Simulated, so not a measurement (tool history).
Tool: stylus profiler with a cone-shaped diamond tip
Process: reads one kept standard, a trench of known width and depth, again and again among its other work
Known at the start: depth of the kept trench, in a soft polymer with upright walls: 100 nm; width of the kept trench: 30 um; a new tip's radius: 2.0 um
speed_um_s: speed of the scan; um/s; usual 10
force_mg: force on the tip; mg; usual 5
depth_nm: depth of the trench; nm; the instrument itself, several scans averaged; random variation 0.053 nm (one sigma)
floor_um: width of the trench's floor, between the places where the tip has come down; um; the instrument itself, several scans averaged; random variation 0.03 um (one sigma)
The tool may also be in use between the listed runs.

Run 1, hour 0: usual settings. Result: depth_nm 102.64 nm, floor_um 28.3 um.
Run 2, hour 66.3: usual settings. Result: depth_nm 102.73 nm, floor_um 28.28 um.
Run 3, hour 122.7: usual settings but speed_um_s 4 um/s. Result: depth_nm 102.76 nm, floor_um 28.27 um.
Run 4, hour 185.8: usual settings but speed_um_s 4 um/s. Result: depth_nm 102.73 nm, floor_um 28.19 um.
Run 5, hour 265.7: usual settings but speed_um_s 4 um/s. Result: depth_nm 102.77 nm, floor_um 28.18 um.
Run 6, hour 325.4: usual settings but speed_um_s 25 um/s. Result: depth_nm 102.92 nm, floor_um 28.07 um.
Run 7, hour 418.5: usual settings but speed_um_s 25 um/s. Result: depth_nm 102.77 nm, floor_um 28.05 um.
Run 8, hour 507.9: usual settings but speed_um_s 13 um/s. Result: depth_nm 102.88 nm, floor_um 28.1 um.
Run 9, hour 598.3: usual settings but speed_um_s 13 um/s. Result: depth_nm 102.84 nm, floor_um 27.99 um.
Run 10, hour 673.2: usual settings but speed_um_s 13 um/s. Result: depth_nm 102.92 nm, floor_um 28.02 um.
Run 11, hour 756.8: usual settings but speed_um_s 7 um/s. Result: depth_nm 102.95 nm, floor_um 28.03 um.
Run 12, hour 832: usual settings but speed_um_s 7 um/s. Result: depth_nm 102.99 nm, floor_um 27.99 um.
Run 13, hour 922.2: usual settings but speed_um_s 16 um/s. Result: depth_nm 102.95 nm, floor_um 27.85 um.
Run 14, hour 1007.6: usual settings but force_mg 8.84 mg. Result: depth_nm 104.21 nm, floor_um 27.86 um.
Run 15, hour 1065.9: usual settings but speed_um_s 4 um/s, force_mg 1.86 mg. Result: depth_nm 101.73 nm, floor_um 27.87 um.
Run 16, hour 1140.3: usual settings but speed_um_s 4 um/s, force_mg 1.86 mg. Result: depth_nm 101.73 nm, floor_um 27.82 um.
Run 17, hour 1200.8: usual settings but speed_um_s 4 um/s, force_mg 1.86 mg. Result: depth_nm 101.79 nm, floor_um 27.77 um.
Run 18, hour 1302.9: usual settings but speed_um_s 4 um/s, force_mg 1.86 mg. Result: depth_nm 101.87 nm, floor_um 27.8 um.
Run 19, hour 1346: usual settings but speed_um_s 7 um/s, force_mg 14.64 mg. Result: depth_nm 105.57 nm, floor_um 27.77 um.
Run 20, hour 1443.5: usual settings but speed_um_s 8 um/s, force_mg 5.23 mg. Result: depth_nm 103.16 nm, floor_um 27.74 um.
Run 21, hour 1518.2: usual settings but speed_um_s 17 um/s, force_mg 5.72 mg. Result: depth_nm 103.29 nm, floor_um 27.65 um.
At hour 1545.5: new tip fitted, height scale calibrated.
Run 22, hour 1583.8: usual settings but speed_um_s 17 um/s, force_mg 5.72 mg. Result: depth_nm 102.83 nm, floor_um 28.71 um.
Run 23, hour 1654.1: usual settings but speed_um_s 17 um/s, force_mg 5.72 mg. Result: depth_nm 102.9 nm, floor_um 28.61 um.
Run 24, hour 1721.3: usual settings but speed_um_s 17 um/s, force_mg 5.72 mg. Result: depth_nm 102.84 nm, floor_um 28.59 um.
Run 25, hour 1773.8: usual settings but speed_um_s 14 um/s, force_mg 11.25 mg. Result: depth_nm 104.4 nm, floor_um 28.55 um.

The same runs without the tool's hidden state, with the same run-to-run variation:
The hidden state here: radius of the tip, um; height scale over the true one, %; drift of the gauge itself on depth_nm, %; drift of the gauge itself on floor_um, %.
run  depth_nm  floor_um
  1    102.45     28.74
  2    102.52     28.74
  3    102.54     28.76
  4     102.5     28.71
  5    102.52     28.74
  6    102.65     28.65
  7    102.49     28.67
  8    102.57     28.75
  9    102.51     28.69
 10    102.58     28.75
 11    102.59     28.79
 12    102.61     28.78
 13    102.55     28.67
 14    103.79     28.71
 15    101.31     28.74
 16    101.29     28.72
 17    101.34     28.69
 18    101.39     28.76
 19    105.06     28.75
 20    102.65     28.75
 21    102.76     28.69
 22    102.77     28.75
 23    102.83     28.69
 24    102.75     28.71
 25     104.3     28.71
